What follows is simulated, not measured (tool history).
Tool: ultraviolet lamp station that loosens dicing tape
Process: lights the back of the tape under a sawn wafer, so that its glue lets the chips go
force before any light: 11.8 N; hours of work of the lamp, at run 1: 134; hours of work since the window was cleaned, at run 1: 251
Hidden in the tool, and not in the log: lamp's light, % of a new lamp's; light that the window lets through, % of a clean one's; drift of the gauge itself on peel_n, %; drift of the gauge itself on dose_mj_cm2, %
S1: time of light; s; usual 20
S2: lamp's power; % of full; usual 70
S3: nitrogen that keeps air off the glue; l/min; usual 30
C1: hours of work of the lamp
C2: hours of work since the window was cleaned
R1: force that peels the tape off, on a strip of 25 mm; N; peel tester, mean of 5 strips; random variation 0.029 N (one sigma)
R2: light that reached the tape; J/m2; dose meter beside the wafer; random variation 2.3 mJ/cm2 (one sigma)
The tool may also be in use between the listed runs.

{"run": 1, "hour": 0.0, "S1": 20, "S2": 70, "S3": 30, "C1": 134, "C2": 251, "R1": 1.643, "R2": 2220}
{"run": 2, "hour": 63.8, "S1": 20, "S2": 70, "S3": 30, "C1": 165, "C2": 281, "R1": 1.692, "R2": 2260}
{"run": 3, "hour": 128.2, "S1": 20, "S2": 73, "S3": 30, "C1": 196, "C2": 312, "R1": 1.61, "R2": 2310}
{"run": 4, "hour": 176.9, "S1": 20, "S2": 73, "S3": 30, "C1": 219, "C2": 335, "R1": 1.64, "R2": 2300}
{"run": 5, "hour": 224.3, "S1": 20, "S2": 73, "S3": 30, "C1": 242, "C2": 358, "R1": 1.577, "R2": 2310}
{"run": 6, "hour": 260.3, "S1": 20, "S2": 73, "S3": 30, "C1": 259, "C2": 375, "R1": 1.64, "R2": 2290}
{"run": 7, "hour": 313.8, "S1": 20, "S2": 70, "S3": 34, "C1": 285, "C2": 401, "R1": 1.654, "R2": 2150}
{"run": 8, "hour": 344.8, "S1": 20, "S2": 70, "S3": 34, "C1": 299, "C2": 416, "R1": 1.687, "R2": 2140}
{"run": 9, "hour": 404.6, "S1": 20, "S2": 70, "S3": 34, "C1": 328, "C2": 444, "R1": 1.676, "R2": 2150}
{"run": 10, "hour": 466.9, "S1": 20, "S2": 70, "S3": 19, "C1": 358, "C2": 474, "R1": 2.412, "R2": 2100}
{"run": 11, "hour": 529.9, "S1": 20, "S2": 70, "S3": 19, "C1": 388, "C2": 505, "R1": 2.582, "R2": 2120}
{"run": 12, "hour": 581.7, "S1": 20, "S2": 70, "S3": 19, "C1": 413, "C2": 529, "R1": 2.599, "R2": 2050}
{"hour": 624.6, "done": "window cleaned of glue's vapour"}
{"run": 13, "hour": 638.0, "S1": 20, "S2": 70, "S3": 19, "C1": 440, "C2": 6, "R1": 2.673, "R2": 2000}
{"run": 14, "hour": 677.6, "S1": 19, "S2": 70, "S3": 30, "C1": 459, "C2": 25, "R1": 2.217, "R2": 1900}
{"run": 15, "hour": 712.8, "S1": 19, "S2": 70, "S3": 30, "C1": 475, "C2": 42, "R1": 2.382, "R2": 1880}
{"run": 16, "hour": 744.0, "S1": 19, "S2": 100, "S3": 30, "C1": 490, "C2": 57, "R1": 1.26, "R2": 2710}
{"run": 17, "hour": 786.3, "S1": 19, "S2": 100, "S3": 30, "C1": 511, "C2": 77, "R1": 1.205, "R2": 2670}
{"run": 18, "hour": 840.5, "S1": 19, "S2": 100, "S3": 30, "C1": 537, "C2": 103, "R1": 1.226, "R2": 2590}
{"run": 19, "hour": 878.7, "S1": 19, "S2": 100, "S3": 30, "C1": 555, "C2": 122, "R1": 1.306, "R2": 2600}
{"run": 20, "hour": 929.8, "S1": 20, "S2": 80, "S3": 30, "C1": 579, "C2": 146, "R1": 1.772, "R2": 2180}
{"run": 21, "hour": 976.8, "S1": 20, "S2": 80, "S3": 30, "C1": 602, "C2": 169, "R1": 1.859, "R2": 2140}
{"run": 22, "hour": 1018.6, "S1": 20, "S2": 80, "S3": 30, "C1": 622, "C2": 189, "R1": 1.818, "R2": 2160}
{"hour": 1033.3, "done": "window cleaned of glue's vapour, once more"}
{"run": 23, "hour": 1051.9, "S1": 20, "S2": 99, "S3": 11, "C1": 638, "C2": 9, "R1": 2.015, "R2": 3050}
{"run": 24, "hour": 1082.4, "S1": 20, "S2": 99, "S3": 11, "C1": 652, "C2": 24, "R1": 2.006, "R2": 3040}
{"run": 25, "hour": 1147.2, "S1": 35, "S2": 67, "S3": 34, "C1": 683, "C2": 55, "R1": 0.612, "R2": 3540}
{"run": 26, "hour": 1187.5, "S1": 35, "S2": 67, "S3": 34, "C1": 703, "C2": 74, "R1": 0.613, "R2": 3500}
{"run": 27, "hour": 1250.6, "S1": 17, "S2": 80, "S3": 55, "C1": 733, "C2": 104, "R1": 1.406, "R2": 2010}
{"run": 28, "hour": 1299.6, "S1": 28, "S2": 61, "S3": 32, "C1": 756, "C2": 128, "R1": 1.287, "R2": 2530}
{"run": 29, "hour": 1330.6, "S1": 12, "S2": 61, "S3": 21, "C1": 771, "C2": 142, "R1": 5.216, "R2": 1090}
{"run": 30, "hour": 1386.3, "S1": 20, "S2": 63, "S3": 30, "C1": 798, "C2": 169, "R1": 2.396, "R2": 1830}
{"run": 31, "hour": 1433.2, "S1": 20, "S2": 63, "S3": 24, "C1": 820, "C2": 192, "R1": 2.792, "R2": 1790}
{"run": 32, "hour": 1465.4, "S1": 36, "S2": 61, "S3": 24, "C1": 836, "C2": 207, "R1": 1.053, "R2": 3150}
{"run": 33, "hour": 1519.0, "S1": 16, "S2": 96, "S3": 30, "C1": 861, "C2": 233, "R1": 1.774, "R2": 2180}
{"run": 34, "hour": 1575.8, "S1": 23, "S2": 66, "S3": 30, "C1": 889, "C2": 260, "R1": 1.877, "R2": 2070}
{"run": 35, "hour": 1609.5, "S1": 16, "S2": 66, "S3": 30, "C1": 905, "C2": 276, "R1": 3.236, "R2": 1450}
{"run": 36, "hour": 1657.3, "S1": 16, "S2": 66, "S3": 30, "C1": 928, "C2": 299, "R1": 3.18, "R2": 1480}
{"run": 37, "hour": 1713.4, "S1": 35, "S2": 68, "S3": 45, "C1": 955, "C2": 326, "R1": 0.604, "R2": 3280}
{"run": 38, "hour": 1776.9, "S1": 20, "S2": 61, "S3": 17, "C1": 985, "C2": 356, "R1": 3.7, "R2": 1660}
{"run": 39, "hour": 1840.0, "S1": 16, "S2": 72, "S3": 44, "C1": 1015, "C2": 386, "R1": 2.549, "R2": 1540}
{"run": 40, "hour": 1880.8, "S1": 24, "S2": 79, "S3": 26, "C1": 1035, "C2": 406, "R1": 1.498, "R2": 2530}
{"run": 41, "hour": 1928.2, "S1": 19, "S2": 79, "S3": 10, "C1": 1057, "C2": 429, "R1": 3.725, "R2": 1980}
{"run": 42, "hour": 1974.6, "S1": 19, "S2": 79, "S3": 10, "C1": 1080, "C2": 451, "R1": 3.91, "R2": 1980}
{"run": 43, "hour": 2020.5, "S1": 19, "S2": 73, "S3": 10, "C1": 1102, "C2": 473, "R1": 4.243, "R2": 1810}

3 ways to go on from here, each from the tool as it stands after run 43. What would each give?
{"run": "A", "hour": 2063.9, "S1": 35, "S2": 84, "S3": 35, "C1": 1122, "C2": 494, "R1": "?", "R2": "?"}
{"run": "B", "hour": 2063.9, "S1": 19, "S2": 90, "S3": 22, "C1": 1122, "C2": 494, "R1": "?", "R2": "?"}
{"run": "C", "hour": 2063.9, "S1": 19, "S2": 73, "S3": 10, "C1": 1122, "C2": 494, "R1": "?", "R2": "?"}

run=A R1=0.525 R2=3830
run=B R1=2.085 R2=2240
run=C R1=4.260 R2=1820
Without the tool's hidden state the same runs would have given:
run=A R1=0.317 R2=5180
run=B R1=1.206 R2=3030
run=C R1=2.993 R2=2460
